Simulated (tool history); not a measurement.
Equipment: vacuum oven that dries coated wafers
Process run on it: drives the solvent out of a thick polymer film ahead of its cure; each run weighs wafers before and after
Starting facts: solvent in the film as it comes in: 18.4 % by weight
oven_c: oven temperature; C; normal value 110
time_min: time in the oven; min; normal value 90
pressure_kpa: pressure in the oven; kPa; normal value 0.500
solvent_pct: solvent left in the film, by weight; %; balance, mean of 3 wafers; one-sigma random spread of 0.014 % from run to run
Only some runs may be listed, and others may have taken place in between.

run   hour  oven_c  time_min  pressure_kpa  solvent_pct
  1    0.0     110        90         0.500         0.95
  2   15.0     110        93         0.500         0.86
  3   30.8     110        93         0.500         0.83
  4   42.4     110        46         0.500         3.36
  5   57.4     110        46         0.500         3.39
  6   67.2     110        47         0.500         3.26
  7   79.5     110        90         0.500         0.92
  8   90.3     110        90         0.500         0.93
  9   98.4     122        71         1.401         0.59
 10  112.6     110        90         0.637         0.97
 11  123.2     110        98         1.831         1.18
 12  133.7     110        54         0.500         2.65
 13  149.7     110        54         0.500         2.62
 14  164.3     110        54         0.500         2.63
 15  173.3     113       112         0.519         0.35

Alternative continuations, all from the tool just after run 15; predict every row:
  A  181.1     121       104         0.651            ?
  B  181.1     102        91         0.952            ?
  C  181.1     124        90         0.500            ?
  D  181.1     115       138         0.648            ?

run  solvent_pct
  A         0.21
  B         2.25
  C         0.19
  D         0.24
Without the tool's unlogged condition, the same runs would have read:
run  solvent_pct
  A         0.21
  B         2.24
  C         0.19
  D         0.24

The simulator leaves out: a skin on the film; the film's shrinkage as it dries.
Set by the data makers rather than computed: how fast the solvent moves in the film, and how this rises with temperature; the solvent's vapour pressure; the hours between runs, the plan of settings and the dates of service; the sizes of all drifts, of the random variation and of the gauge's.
